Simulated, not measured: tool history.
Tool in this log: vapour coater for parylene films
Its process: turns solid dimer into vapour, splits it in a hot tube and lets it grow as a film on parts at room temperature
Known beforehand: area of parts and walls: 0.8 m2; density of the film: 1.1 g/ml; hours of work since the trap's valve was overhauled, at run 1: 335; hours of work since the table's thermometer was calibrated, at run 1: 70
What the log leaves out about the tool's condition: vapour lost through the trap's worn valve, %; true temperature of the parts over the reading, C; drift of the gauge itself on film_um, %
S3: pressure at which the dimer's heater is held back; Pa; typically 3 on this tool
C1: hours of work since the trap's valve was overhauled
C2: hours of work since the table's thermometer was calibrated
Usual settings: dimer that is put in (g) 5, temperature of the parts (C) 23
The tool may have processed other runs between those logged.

run 1 day=0 | dimer_that_is_put_in_(g)=5 temperature_of_the_parts_(C)=23 S3=3 | C1=335 C2=70 | thickness_of_the_film_(nm)=4160
run 2 day=0.358 | dimer_that_is_put_in_(g)=5 temperature_of_the_parts_(C)=23 S3=3 | C1=339 C2=74 | thickness_of_the_film_(nm)=4110
run 3 day=0.642 | dimer_that_is_put_in_(g)=5 temperature_of_the_parts_(C)=23 S3=3 | C1=343 C2=78 | thickness_of_the_film_(nm)=4160
run 4 day=0.929 | dimer_that_is_put_in_(g)=5 temperature_of_the_parts_(C)=23 S3=8.96 | C1=346 C2=81 | thickness_of_the_film_(nm)=3490
run 5 day=1.542 | dimer_that_is_put_in_(g)=5 temperature_of_the_parts_(C)=23 S3=3 | C1=354 C2=89 | thickness_of_the_film_(nm)=4140
run 6 day=2.2 | dimer_that_is_put_in_(g)=5 temperature_of_the_parts_(C)=23 S3=3 | C1=363 C2=98 | thickness_of_the_film_(nm)=4130
run 7 day=2.483 | dimer_that_is_put_in_(g)=5 temperature_of_the_parts_(C)=23 S3=3 | C1=366 C2=101 | thickness_of_the_film_(nm)=4150
run 8 day=2.846 | dimer_that_is_put_in_(g)=5 temperature_of_the_parts_(C)=23 S3=3 | C1=371 C2=106 | thickness_of_the_film_(nm)=4090
run 9 day=3.396 | dimer_that_is_put_in_(g)=5 temperature_of_the_parts_(C)=23 S3=3 | C1=378 C2=113 | thickness_of_the_film_(nm)=4090
run 10 day=4.058 | dimer_that_is_put_in_(g)=5 temperature_of_the_parts_(C)=23 S3=2.9 | C1=387 C2=122 | thickness_of_the_film_(nm)=4170
run 11 day=4.567 | dimer_that_is_put_in_(g)=8 temperature_of_the_parts_(C)=23 S3=2.9 | C1=393 C2=128 | thickness_of_the_film_(nm)=6620
run 12 day=4.933 | dimer_that_is_put_in_(g)=8 temperature_of_the_parts_(C)=18 S3=2.9 | C1=398 C2=133 | thickness_of_the_film_(nm)=8050
run 13 day=5.433 | dimer_that_is_put_in_(g)=4 temperature_of_the_parts_(C)=31 S3=3 | C1=404 C2=139 | thickness_of_the_film_(nm)=2330
run 14 day=6.067 | dimer_that_is_put_in_(g)=4 temperature_of_the_parts_(C)=31 S3=4.3 | C1=412 C2=147 | thickness_of_the_film_(nm)=2200
-- day=6.138 table's thermometer calibrated
run 15 day=6.458 | dimer_that_is_put_in_(g)=4 temperature_of_the_parts_(C)=31 S3=4.17 | C1=417 C2=4 | thickness_of_the_film_(nm)=2220
run 16 day=7.092 | dimer_that_is_put_in_(g)=4 temperature_of_the_parts_(C)=31 S3=4.17 | C1=425 C2=12 | thickness_of_the_film_(nm)=2260
-- day=7.304 table's thermometer calibrated, once more
run 17 day=7.471 | dimer_that_is_put_in_(g)=2 temperature_of_the_parts_(C)=29 S3=10.98 | C1=429 C2=2 | thickness_of_the_film_(nm)=1010
run 18 day=7.875 | dimer_that_is_put_in_(g)=6 temperature_of_the_parts_(C)=21 S3=2.81 | C1=434 C2=7 | thickness_of_the_film_(nm)=5370
run 19 day=8.204 | dimer_that_is_put_in_(g)=2 temperature_of_the_parts_(C)=17 S3=10.32 | C1=439 C2=12 | thickness_of_the_film_(nm)=1710
run 20 day=8.554 | dimer_that_is_put_in_(g)=2 temperature_of_the_parts_(C)=17 S3=10.32 | C1=443 C2=16 | thickness_of_the_film_(nm)=1690
run 21 day=9.046 | dimer_that_is_put_in_(g)=8 temperature_of_the_parts_(C)=23 S3=3 | C1=449 C2=22 | thickness_of_the_film_(nm)=6430

Had the tool no unlogged condition, and each run kept its random variation, what would the results have been?
run=1 thickness_of_the_film_(nm)=4280
run=2 thickness_of_the_film_(nm)=4240
run=3 thickness_of_the_film_(nm)=4280
run=4 thickness_of_the_film_(nm)=3600
run=5 thickness_of_the_film_(nm)=4270
run=6 thickness_of_the_film_(nm)=4260
run=7 thickness_of_the_film_(nm)=4280
run=8 thickness_of_the_film_(nm)=4220
run=9 thickness_of_the_film_(nm)=4220
run=10 thickness_of_the_film_(nm)=4300
run=11 thickness_of_the_film_(nm)=6850
run=12 thickness_of_the_film_(nm)=8320
run=13 thickness_of_the_film_(nm)=2410
run=14 thickness_of_the_film_(nm)=2280
run=15 thickness_of_the_film_(nm)=2280
run=16 thickness_of_the_film_(nm)=2330
run=17 thickness_of_the_film_(nm)=1070
run=18 thickness_of_the_film_(nm)=5690
run=19 thickness_of_the_film_(nm)=1810
run=20 thickness_of_the_film_(nm)=1790
run=21 thickness_of_the_film_(nm)=6810
